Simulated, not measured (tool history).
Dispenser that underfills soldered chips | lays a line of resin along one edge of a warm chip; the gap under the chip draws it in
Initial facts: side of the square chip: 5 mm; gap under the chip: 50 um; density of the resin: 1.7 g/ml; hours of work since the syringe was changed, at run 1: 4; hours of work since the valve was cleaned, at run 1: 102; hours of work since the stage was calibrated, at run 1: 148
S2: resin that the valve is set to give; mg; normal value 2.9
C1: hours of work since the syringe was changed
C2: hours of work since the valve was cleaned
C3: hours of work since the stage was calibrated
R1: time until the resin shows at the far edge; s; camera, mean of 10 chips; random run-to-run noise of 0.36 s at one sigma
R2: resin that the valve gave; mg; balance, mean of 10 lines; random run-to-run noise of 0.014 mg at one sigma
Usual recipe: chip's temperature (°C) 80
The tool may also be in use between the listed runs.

Run 1, hour 0: usual settings; C1 4; C2 102; C3 148. Result: R1 22 s, R2 2.73 mg.
At hour 2.1: new syringe of resin.
Run 2, hour 6: usual settings but chip's temperature (°C) 89; C1 3; C2 106; C3 152. Result: R1 14.8 s, R2 2.72 mg.
At hour 9.9: new syringe of resin.
Run 3, hour 9.9: usual settings but chip's temperature (°C) 89; C1 0; C2 109; C3 154. Result: R1 13.5 s, R2 2.72 mg.
At hour 16.3: dispensing valve cleaned and set on the balance.
Run 4, hour 18.2: usual settings but S2 2.76 mg; C1 5; C2 1; C3 160. Result: R1 23.2 s, R2 2.74 mg.
At hour 18.9: new syringe of resin.
Run 5, hour 24.1: usual settings but S2 2.76 mg; C1 4; C2 5; C3 164. Result: R1 22.8 s, R2 2.74 mg.
At hour 26.6: new syringe of resin.
Run 6, hour 29.1: usual settings but chip's temperature (°C) 79, S2 2.76 mg; C1 2; C2 9; C3 167. Result: R1 21.8 s, R2 2.74 mg.
At hour 34.2: new syringe of resin.
Run 7, hour 34.2: usual settings but chip's temperature (°C) 66; C1 0; C2 12; C3 171. Result: R1 34.2 s, R2 2.87 mg.
Run 8, hour 38.5: usual settings but chip's temperature (°C) 68; C1 3; C2 15; C3 174. Result: R1 35.3 s, R2 2.87 mg.
At hour 42: new syringe of resin.
Run 9, hour 43.9: usual settings; C1 1; C2 19; C3 177. Result: R1 20.4 s, R2 2.88 mg.
Run 10, hour 47.2: usual settings; C1 4; C2 21; C3 180. Result: R1 22.2 s, R2 2.86 mg.
At hour 49.7: new syringe of resin.
Run 11, hour 53: usual settings; C1 2; C2 25; C3 184. Result: R1 21.4 s, R2 2.85 mg.
At hour 57.3: new syringe of resin.
Run 12, hour 58.5: usual settings; C1 1; C2 29; C3 187. Result: R1 19.7 s, R2 2.87 mg.
At hour 65.2: new syringe of resin.
Run 13, hour 66: usual settings; C1 1; C2 34; C3 193. Result: R1 19.4 s, R2 2.84 mg.
Run 14, hour 71.7: usual settings; C1 5; C2 38; C3 197. Result: R1 22.2 s, R2 2.85 mg.
At hour 73.1: new syringe of resin.
Run 15, hour 75.2: usual settings but S2 3.7 mg; C1 2; C2 41; C3 199. Result: R1 18.3 s, R2 3.61 mg.
At hour 80.8: new syringe of resin.
Run 16, hour 81.6: usual settings but S2 3.7 mg; C1 1; C2 45; C3 203. Result: R1 18.3 s, R2 3.61 mg.
Run 17, hour 85.2: usual settings but S2 2.62 mg; C1 3; C2 48; C3 206. Result: R1 21.9 s, R2 2.54 mg.
At hour 88.5: new syringe of resin.
Run 18, hour 90.8: usual settings but chip's temperature (°C) 68, S2 3.03 mg; C1 2; C2 51; C3 210. Result: R1 32.8 s, R2 2.91 mg.
At hour 96.2: new syringe of resin.
Run 19, hour 96.7: usual settings but chip's temperature (°C) 83, S2 2.56 mg; C1 0; C2 55; C3 214. Result: R1 17.9 s, R2 2.48 mg.
Run 20, hour 103: usual settings but chip's temperature (°C) 87, S2 2.94 mg; C1 5; C2 60; C3 218. Result: R1 17.2 s, R2 2.84 mg.
At hour 104.2: new syringe of resin.
Run 21, hour 109.9: usual settings but chip's temperature (°C) 69, S2 2.61 mg; C1 4; C2 65; C3 223. Result: R1 35.7 s, R2 2.49 mg.
At hour 112.1: new syringe of resin.
Run 22, hour 116.7: usual settings but chip's temperature (°C) 84, S2 2.56 mg; C1 3; C2 69; C3 228. Result: R1 18.8 s, R2 2.46 mg.
At hour 119.9: new syringe of resin.
Run 23, hour 121.7: usual settings but chip's temperature (°C) 70, S2 3.54 mg; C1 1; C2 73; C3 231. Result: R1 28.6 s, R2 3.39 mg.
At hour 127.8: new syringe of resin.
Run 24, hour 127.9: usual settings but chip's temperature (°C) 78, S2 3.22 mg; C1 0; C2 77; C3 235. Result: R1 19.4 s, R2 3.07 mg.
Run 25, hour 133.8: usual settings but chip's temperature (°C) 88, S2 2.86 mg; C1 4; C2 81; C3 240. Result: R1 16.8 s, R2 2.68 mg.
At hour 135.9: new syringe of resin.
Run 26, hour 140.1: usual settings but chip's temperature (°C) 88, S2 2.86 mg; C1 3; C2 86; C3 244. Result: R1 16.3 s, R2 2.7 mg.
At hour 143.9: new syringe of resin.
Run 27, hour 144.3: usual settings but chip's temperature (°C) 74, S2 2.81 mg; C1 0; C2 88; C3 247. Result: R1 24.1 s, R2 2.66 mg.
Run 28, hour 148.6: usual settings but S2 2.87 mg; C1 3; C2 92; C3 250. Result: R1 21.2 s, R2 2.72 mg.
At hour 151.9: new syringe of resin.
Run 29, hour 155.8: usual settings but chip's temperature (°C) 66, S2 2.87 mg; C1 3; C2 97; C3 255. Result: R1 37.8 s, R2 2.72 mg.
Run 30, hour 159.2: usual settings but S2 2.76 mg; C1 5; C2 99; C3 257. Result: R1 23.6 s, R2 2.6 mg.

Some steps in R1, run to run, broken into two amounts with sign: the step expected even without the hidden condition (settings, incoming material, random variation), and the rest, left for the hidden condition together with whatever gauge scatter is not in both the measured and the hidden-condition-free result:
Hidden state at play: resin's viscosity, % of fresh resin's; dose that the valve gives, % of what is set; true chip temperature over the reading, C; drift of the gauge itself on fill_s, %; drift of the gauge itself on given_mg, %.
Run 3 -> 4: chip's temperature (°C) 89 -> 80, S2 2.9 -> 2.76, dispensing valve cleaned and set on the balance. R1 +9.7 s: hidden state +3.5, all else +6.2.
Run 7 -> 8: chip's temperature (°C) 66 -> 68. R1 +1.1 s: hidden state +3.8, all else -2.7.
Run 14 -> 15: S2 2.9 -> 3.7, new syringe of resin. R1 -3.9 s: hidden state -3.2, all else -0.7.
Run 20 -> 21: chip's temperature (°C) 87 -> 69, S2 2.94 -> 2.61, new syringe of resin. R1 +18.5 s: hidden state +1.5, all else +17.
Run 21 -> 22: chip's temperature (°C) 69 -> 84, S2 2.61 -> 2.56, new syringe of resin. R1 -16.9 s: hidden state -1.9, all else -15.
Run 28 -> 29: chip's temperature (°C) 80 -> 66, new syringe of resin. R1 +16.6 s: hidden state +1, all else +15.6.

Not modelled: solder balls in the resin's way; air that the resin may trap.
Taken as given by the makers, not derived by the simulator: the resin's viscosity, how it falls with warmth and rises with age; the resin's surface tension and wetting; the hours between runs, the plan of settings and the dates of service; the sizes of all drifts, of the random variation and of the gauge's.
